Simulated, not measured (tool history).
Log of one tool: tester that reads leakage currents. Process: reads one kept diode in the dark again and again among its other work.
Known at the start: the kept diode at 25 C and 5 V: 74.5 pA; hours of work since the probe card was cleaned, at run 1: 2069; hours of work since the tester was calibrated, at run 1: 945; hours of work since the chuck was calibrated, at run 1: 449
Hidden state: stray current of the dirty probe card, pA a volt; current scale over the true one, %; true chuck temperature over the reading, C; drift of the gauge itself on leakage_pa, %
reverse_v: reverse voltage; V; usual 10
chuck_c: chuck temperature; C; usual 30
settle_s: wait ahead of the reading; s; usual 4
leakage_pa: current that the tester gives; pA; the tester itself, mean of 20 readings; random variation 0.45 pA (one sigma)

run	hour	reverse_v	chuck_c	settle_s	hours of work since the probe card was cleaned	hours of work since the tester was calibrated	hours of work since the chuck was calibrated	leakage_pa
1	0	10	30	4	2069	945	449	158.53
2	57.4	10	30	1.99	2104	979	484	159.18
3	97.5	10	48	4	2128	1004	508	543.92
4	132.3	10	30	4	2149	1025	529	160.04
# hour 172.5: probe card cleaned and baked
5	174.6	10	30	4	1	1049	553	155.29
6	218.5	10	30	4	28	1075	580	156.01
7	251.6	10	30	4	48	1095	600	155.81
8	281.6	10	30	4	66	1113	618	155.78
9	311.3	10	30	4	84	1131	636	156.49
10	368.5	10	30	4	119	1166	671	155.73
11	419	10	30	4	149	1197	701	156.86
12	454.8	10	38	4	171	1218	723	277.57
13	481.6	10	30	4	187	1235	739	156.92
14	512.8	10	30	4	206	1254	758	157.04
15	566.5	10	30	4	239	1286	791	158.05
16	610.9	10	30	4	266	1313	818	157.09
# hour 618: tester calibrated
17	641.7	10	30	4	283	14	835	158.76
18	675.4	10	30	4	304	35	856	158.59
19	722.9	10	30	4	332	64	884	159.01
20	774.2	10	30	4	363	95	915	158.47
21	803.8	4.2	56	2.46	381	113	933	608.67
22	854.6	4.4	42	4	412	143	964	252.6
23	903.5	10	30	1.58	442	173	994	160.97
# hour 958: tester calibrated, once more
24	961.8	10	30	1.58	476	2	1028	159.64
25	1002.3	10	30	1.58	500	27	1052	159.89
26	1053.2	10	30	1.58	531	58	1083	160.26
27	1111.1	10	30	1.58	566	93	1118	160.53
28	1155.2	10	30	1.58	593	120	1145	160.67
29	1184	10	50	3.36	611	137	1163	629.8
30	1213.9	10	50	0.94	629	155	1181	631.82
31	1267.6	1.5	50	8.43	661	188	1213	258.63
32	1301	2.5	41	3.76	682	208	1234	180.23
33	1326.8	2.5	35	3.76	697	224	1249	120.06
34	1354.5	4.9	37	3.76	714	240	1266	189.87
35	1388.8	5.3	30	4	735	261	1287	119.12
36	1443.8	2.7	30	4	768	294	1320	87.29
37	1469.5	1.4	33	1.48	784	310	1336	79.54
38	1521.7	1.4	33	1.48	815	342	1367	79.24
39	1556.6	14.5	29	4.98	836	363	1388	179.66

Forecast each of these 5 alternatives for the next run:
A	1601.3	14.7	37	8.26	864	390	1416	?
B	1601.3	10	21	4.51	864	390	1416	?
C	1601.3	3.6	30	4	864	390	1416	?
D	1601.3	15.6	23	4	864	390	1416	?
E	1601.3	14.5	23	4.98	864	390	1416	?

run	leakage_pa
A	317.31
B	83.4
C	100.02
D	119.77
E	115.8
Without the tool's hidden state the same runs would have given:
run	leakage_pa
A	296.32
B	76.45
C	93.3
D	109.74
E	106.17
